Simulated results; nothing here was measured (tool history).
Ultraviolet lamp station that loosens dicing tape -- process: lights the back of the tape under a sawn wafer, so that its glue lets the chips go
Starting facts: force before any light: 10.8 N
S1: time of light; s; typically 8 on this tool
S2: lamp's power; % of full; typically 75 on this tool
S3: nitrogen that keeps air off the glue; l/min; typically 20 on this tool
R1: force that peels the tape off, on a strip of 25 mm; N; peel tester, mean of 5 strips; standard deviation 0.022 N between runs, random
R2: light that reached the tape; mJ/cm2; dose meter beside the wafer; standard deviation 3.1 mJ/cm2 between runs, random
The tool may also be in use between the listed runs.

run,hour,S1,S2,S3,R1,R2
1,0.0,8,75,20,2.276,323
2,9.8,8,75,20,2.156,322
3,21.2,8,75,20,2.285,322
4,33.1,8,75,40,1.647,324
# hour 49.8: window cleaned of glue's vapour
5,52.5,8,75,40,1.285,369
6,67.8,8,75,40,1.295,359
7,79.9,4,75,40,3.817,178
8,94.1,4,75,40,3.705,179
9,113.8,8,86,20,1.527,399
10,127.3,8,86,20,1.566,395
11,138.4,8,86,20,1.616,391
12,152.3,8,63,20,2.724,286
13,161.2,14,63,20,1.013,498
14,178.2,13,92,34,0.392,666
15,189.8,12,84,25,0.695,550
16,207.7,12,84,25,0.740,540
17,218.7,8,68,20,2.598,291
18,233.6,8,68,20,2.564,287
19,250.3,9,75,17,2.248,351
20,264.6,10,70,29,1.639,357
21,279.3,14,88,9,1.137,617
22,295.6,14,88,7,1.383,615
23,304.7,7,75,7,4.329,257
# hour 316.7: lamp changed
24,324.1,6,74,20,2.364,305

4 options for the next run, each taken on its own from the tool as it stands now. Forecast them:
A,341.5,10,80,31,?,?
B,341.5,6,74,8,?,?
C,341.5,12,97,9,?,?
D,341.5,15,69,11,?,?

run,R1,R2
A,0.648,541
B,3.477,300
C,0.666,793
D,0.748,693
With no hidden state in the tool, these same runs would have given:
run,R1,R2
A,0.430,647
B,2.824,358
C,0.439,949
D,0.498,829

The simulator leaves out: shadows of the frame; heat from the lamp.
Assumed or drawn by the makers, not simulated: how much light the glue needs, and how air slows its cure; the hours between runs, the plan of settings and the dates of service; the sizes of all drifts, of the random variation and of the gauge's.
